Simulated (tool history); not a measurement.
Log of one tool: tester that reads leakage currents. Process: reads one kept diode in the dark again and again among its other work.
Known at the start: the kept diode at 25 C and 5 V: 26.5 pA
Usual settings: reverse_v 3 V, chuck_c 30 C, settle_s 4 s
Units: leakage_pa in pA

run   hour  reverse_v  chuck_c  settle_s  leakage_pa
  1      0          3       30         4       39.24
  2   52.8          3       40         4       91.47
  3  100.9          3       40         4       92.33
  4  180.9       9.19       30         4       58.21
  5  234.7       9.19       30         4       58.48
     280.6  -- chuck's temperature calibrated
  6  332.5       9.19       30         4       54.68
  7  439.6       9.19       24         4       33.97
  8    520       9.81       24      1.65       35.95
  9  608.5       3.42       39      0.49       84.18

The next listed run, before its measurement:
 10  658.1       2.86       30      0.59           ?

leakage_pa: 38 pA
Without the tool's hidden state the same run would have given leakage_pa 35.77 pA.
